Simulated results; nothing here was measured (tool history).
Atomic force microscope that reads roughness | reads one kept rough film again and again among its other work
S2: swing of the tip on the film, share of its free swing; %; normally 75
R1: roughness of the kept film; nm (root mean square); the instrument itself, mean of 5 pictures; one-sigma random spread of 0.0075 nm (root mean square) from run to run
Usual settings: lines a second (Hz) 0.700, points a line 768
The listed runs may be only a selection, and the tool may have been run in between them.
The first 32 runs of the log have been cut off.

Run 33, hour 1462.3: usual settings but lines a second (Hz) 0.539, S2 58 %, points a line 644. Result: R1 2.007 nm (root mean square).
At hour 1483.9: new tip fitted.
Run 34, hour 1521.0: usual settings but S2 76 %. Result: R1 1.994 nm (root mean square).
Run 35, hour 1568.1: usual settings but lines a second (Hz) 0.952, S2 85 %, points a line 462. Result: R1 1.912 nm (root mean square).
At hour 1606.7: new tip fitted.
Run 36, hour 1625.4: usual settings but S2 77 %, points a line 554. Result: R1 1.990 nm (root mean square).
Run 37, hour 1682.5: usual settings but S2 77 %, points a line 525. Result: R1 1.993 nm (root mean square).
Run 38, hour 1722.5: usual settings but points a line 277. Result: R1 1.962 nm (root mean square).
At hour 1728.6: new tip fitted.
Run 39, hour 1762.0: usual settings but points a line 277. Result: R1 1.993 nm (root mean square).
Run 40, hour 1803.1: usual settings but lines a second (Hz) 3.209, points a line 848. Result: R1 1.810 nm (root mean square).
Run 41, hour 1842.1: usual settings but lines a second (Hz) 3.209, points a line 848. Result: R1 1.796 nm (root mean square).
At hour 1851.8: new tip fitted.
Run 42, hour 1882.6: usual settings but lines a second (Hz) 1.144, S2 71 %. Result: R1 1.997 nm (root mean square).
Run 43, hour 1941.9: usual settings but lines a second (Hz) 1.828, S2 71 %, points a line 537. Result: R1 1.925 nm (root mean square).
Run 44, hour 1971.5: usual settings but lines a second (Hz) 1.828, S2 71 %, points a line 315. Result: R1 1.910 nm (root mean square).
At hour 1975.5: new tip fitted.
Run 45, hour 1999.7: usual settings but lines a second (Hz) 2.698, S2 56 %, points a line 336. Result: R1 2.010 nm (root mean square).
Run 46, hour 2035.6: usual settings but lines a second (Hz) 2.698, S2 56 %, points a line 336. Result: R1 1.989 nm (root mean square).
Run 47, hour 2064.8: usual settings but lines a second (Hz) 0.662. Result: R1 1.986 nm (root mean square).
At hour 2098.3: new tip fitted.
Run 48, hour 2104.8: usual settings but lines a second (Hz) 0.662, S2 74 %, points a line 290. Result: R1 2.025 nm (root mean square).
Run 49, hour 2142.0: usual settings but lines a second (Hz) 0.662, S2 74 %, points a line 290. Result: R1 2.010 nm (root mean square).
Run 50, hour 2185.1: usual settings but lines a second (Hz) 0.662, S2 74 %, points a line 290. Result: R1 1.994 nm (root mean square).

Consider 4 possible next runs. They are alternatives, not a sequence: every one starts from the tool as it was left by run 50. What does each give?
At hour 2220.6: new tip fitted.
Run A, hour 2235.2: usual settings but points a line 369. Result: R1 ?.
At hour 2220.6: new tip fitted.
Run B, hour 2235.2: usual settings but S2 60 %. Result: R1 ?.
At hour 2220.6: new tip fitted.
Run C, hour 2235.2: usual settings but lines a second (Hz) 1.313, S2 82 %, points a line 556. Result: R1 ?.
At hour 2220.6: new tip fitted.
Run D, hour 2235.2: usual settings but lines a second (Hz) 1.010, S2 73 %, points a line 744. Result: R1 ?.

run     R1
  A  2.022
  B  2.055
  C  1.940
  D  2.006
With the hidden condition removed and each run's random variation left untouched, the same runs would have given:
run     R1
  A  1.976
  B  2.008
  C  1.895
  D  1.960

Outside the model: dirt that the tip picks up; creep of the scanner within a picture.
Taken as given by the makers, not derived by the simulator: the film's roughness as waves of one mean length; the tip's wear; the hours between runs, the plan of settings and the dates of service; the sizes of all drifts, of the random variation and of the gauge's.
